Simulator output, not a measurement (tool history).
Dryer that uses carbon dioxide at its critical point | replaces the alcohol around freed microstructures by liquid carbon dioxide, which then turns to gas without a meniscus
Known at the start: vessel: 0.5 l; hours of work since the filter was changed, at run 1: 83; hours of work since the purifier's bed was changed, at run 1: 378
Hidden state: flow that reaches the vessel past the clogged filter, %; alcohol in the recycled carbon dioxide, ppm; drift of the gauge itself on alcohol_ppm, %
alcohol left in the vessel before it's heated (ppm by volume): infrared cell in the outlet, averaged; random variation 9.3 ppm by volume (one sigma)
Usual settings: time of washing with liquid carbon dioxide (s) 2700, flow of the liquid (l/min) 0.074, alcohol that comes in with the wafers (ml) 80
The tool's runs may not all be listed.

run	hour	time of washing with liquid carbon dioxide (s)	flow of the liquid (l/min)	alcohol that comes in with the wafers (ml)	hours of work since the filter was changed	hours of work since the purifier's bed was changed	alcohol left in the vessel before it's heated (ppm by volume)
1	0	2700	0.074	80	83	378	676
2	23.6	2700	0.074	80	92	388	686
3	62.9	2700	0.074	80	108	404	705
4	99.9	2700	0.074	80	123	419	722
5	127.6	2700	0.074	80	135	430	788
6	166.3	2700	0.074	80	151	446	768
7	186.1	2700	0.074	80	159	454	770
8	215.7	2700	0.074	80	171	466	796
9	254	2700	0.074	80	186	482	849
10	295	2700	0.0611	59	203	499	1603
11	326.6	2700	0.0611	21	216	512	642
# hour 330.9: inlet filter changed
12	360.1	2700	0.0611	21	12	525	463
13	392.3	2700	0.0611	21	25	538	486
14	428.6	3360	0.0951	50	40	553	70
15	453.2	2700	0.0617	80	50	563	1691

4 ways to go on from here, each from the tool as it stands after run 15. What would each give?
A	479.7	3960	0.1231	80	61	574	?
B	479.7	2700	0.074	64	61	574	?
C	479.7	3900	0.0551	80	61	574	?
D	479.7	2700	0.0947	91	61	574	?

run	alcohol left in the vessel before it's heated (ppm by volume)
A	64
B	542
C	513
D	204
Without the tool's hidden state the same runs would have given:
run	alcohol left in the vessel before it's heated (ppm by volume)
A	0
B	415
C	386
D	118

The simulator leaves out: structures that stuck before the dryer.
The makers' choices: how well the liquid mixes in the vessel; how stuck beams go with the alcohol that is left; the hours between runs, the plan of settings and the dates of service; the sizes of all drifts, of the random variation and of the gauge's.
